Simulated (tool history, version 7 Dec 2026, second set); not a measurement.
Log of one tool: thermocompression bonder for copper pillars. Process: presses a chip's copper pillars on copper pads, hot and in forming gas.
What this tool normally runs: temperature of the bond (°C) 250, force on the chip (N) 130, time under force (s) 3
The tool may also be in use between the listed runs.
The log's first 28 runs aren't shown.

run	day	temperature of the bond (°C)	force on the chip (N)	time under force (s)	force that shears a chip off (N)
29	19.271	274	99	4	113.2
30	19.979	274	99	4	111.4
31	20.942	274	99	4	113.2
32	21.779	251	114	8	112.9
33	22.358	222	110	2	48.9
# day 22.629: force cell calibrated, once more
34	22.900	264	110	3	105.0
35	23.446	268	109	5	116.5
36	24.308	268	109	5	116.0
37	24.900	257	108	5	106.9
38	25.346	247	107	3	88.6
39	25.796	250	130	2	88.8
40	26.758	250	130	2	85.2
# day 27.517: forming gas filter changed
41	27.642	238	130	3	91.6

Consider 3 possible next runs. They are alternatives, not a sequence: every one starts from the tool as it was left by run 41. What does each give?
A	28.588	238	103	3	?
B	28.588	250	96	4	?
C	28.588	250	130	5	?

run	force that shears a chip off (N)
A	81.2
B	99.4
C	115.5
Had the tool no hidden state, the same runs would have come out as:
run	force that shears a chip off (N)
A	76.1
B	94.6
C	111.4
